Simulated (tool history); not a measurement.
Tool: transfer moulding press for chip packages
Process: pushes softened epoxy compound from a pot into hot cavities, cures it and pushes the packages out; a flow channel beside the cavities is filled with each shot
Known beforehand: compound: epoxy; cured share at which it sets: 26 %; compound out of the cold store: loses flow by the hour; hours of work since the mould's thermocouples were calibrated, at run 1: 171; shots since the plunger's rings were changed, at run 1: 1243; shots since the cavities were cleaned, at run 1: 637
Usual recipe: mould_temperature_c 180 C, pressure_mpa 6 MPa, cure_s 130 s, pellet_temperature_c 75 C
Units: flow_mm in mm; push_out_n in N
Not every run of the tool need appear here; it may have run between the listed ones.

run    day  mould_temperature_c  pressure_mpa  cure_s  pellet_temperature_c  hours of work since the mould's thermocouples were calibrated  shots since the plunger's rings were changed  shots since the cavities were cleaned  incoming compound's hours out of the cold store  flow_mm  push_out_n
  1      0                  180             6     130                    75                                                            171                                          1243                                    637                                             33.9      608         324
  2  0.333                  180             6     130                    75                                                            174                                          1291                                    685                                             33.2      610         345
      0.65  -- cavities cleaned with cleaning compound and waxed
  3   0.65                  180           5.6     130                    75                                                            177                                          1328                                      0                                             28.3      606         190
  4  0.979                  180           5.6     130                    75                                                            180                                          1375                                     47                                             22.5      639         194
  5  1.267                  180           5.6     130                    75                                                            183                                          1416                                     88                                             16.2      652         215
  6  1.675                  180           5.6     130                    75                                                            187                                          1474                                    146                                             25.2      615         228
  7  2.079                  180           5.6     130                    75                                                            191                                          1532                                    204                                             38.9      552         260
  8  2.296                  180           5.6     130                    75                                                            193                                          1563                                    235                                             31.8      582         250
  9  2.558                  180           5.6     130                    75                                                            196                                          1601                                    273                                               15      663         260
     2.667  -- mould's thermocouples calibrated
 10  2.988                  180           5.6     130                    75                                                              3                                          1650                                    322                                             25.6      607         279
 11  3.417                  180             6     133                    75                                                              8                                          1711                                    383                                             47.6      546         293
       3.7  -- mould's thermocouples calibrated, once more
 12  3.954                  180             6     133                    75                                                              3                                          1776                                    448                                             22.8      650         300
 13  4.242                  180             6     132                    77                                                              6                                          1818                                    490                                             38.7      575         312
 14  4.629                  182             6     132                    77                                                             10                                          1873                                    545                                             30.2      620         313
 15  4.862                  179             6     130                    65                                                             12                                          1907                                    579                                             33.2      606         317
 16  5.142                  180             6     168                    67                                                             15                                          1946                                    618                                             36.7      581         317
 17  5.392                  185          6.36     130                    80                                                             17                                          1982                                    654                                             33.7      602         313
 18  5.633                  185          6.36     130                    66                                                             20                                          2017                                    689                                             15.5      691         324
     5.908  -- cavities cleaned with cleaning compound and waxed
 19  6.096                  185          6.36     130                    66                                                             24                                          2074                                     27                                             24.9      639         191
 20  6.546                  185          6.36     130                    66                                                             29                                          2139                                     92                                             39.6      579         198
 21  6.992                  187          6.79     130                    67                                                             33                                          2202                                    155                                                9      723         241
 22  7.308                  180             6     151                    75                                                             36                                          2247                                    200                                             46.8      543         246
 23   7.55                  180             6     151                    75                                                             39                                          2282                                    235                                             10.2      709         249
 24  7.946                  180             6     167                    75                                                             43                                          2339                                    292                                             13.5      685         272

Across each entry between runs, compare the hidden state at the last listed run before it with the hidden state at the first listed run after it:
Between runs 2 and 3: cavities cleaned with cleaning compound and waxed (day 0.65)
  true mould temperature over the reading, C: -0.13 -> -0.14; pressure that reaches the compound, % of what is set: 95.36 -> 95.24; grip of the stained cavities, % over clean ones': 82.7 -> 0.6
  difference, measured minus the result without the unlogged condition, flow_mm: -14 -> -15 mm; push_out_n: +158 -> +2 N
Between runs 9 and 10: mould's thermocouples calibrated (day 2.667)
  true mould temperature over the reading, C: -0.16 -> -0.21; pressure that reaches the compound, % of what is set: 94.31 -> 94.16; grip of the stained cavities, % over clean ones': 43.9 -> 50.1
  difference, measured minus the result without the unlogged condition, flow_mm: -19 -> -18 mm; push_out_n: +80 -> +94 N
Between runs 11 and 12: mould's thermocouples calibrated, once more (day 3.7)
  true mould temperature over the reading, C: -0.22 -> -0.12; pressure that reaches the compound, % of what is set: 93.95 -> 93.74; grip of the stained cavities, % over clean ones': 56.4 -> 62.5
  difference, measured minus the result without the unlogged condition, flow_mm: -17 -> -21 mm; push_out_n: +106 -> +117 N
Between runs 18 and 19: cavities cleaned with cleaning compound and waxed (day 5.908)
  pressure that reaches the compound, % of what is set: 92.94 -> 92.77; grip of the stained cavities, % over clean ones': 80.6 -> 9.2
  difference, measured minus the result without the unlogged condition, flow_mm: -25 -> -24 mm; push_out_n: +144 -> +17 N

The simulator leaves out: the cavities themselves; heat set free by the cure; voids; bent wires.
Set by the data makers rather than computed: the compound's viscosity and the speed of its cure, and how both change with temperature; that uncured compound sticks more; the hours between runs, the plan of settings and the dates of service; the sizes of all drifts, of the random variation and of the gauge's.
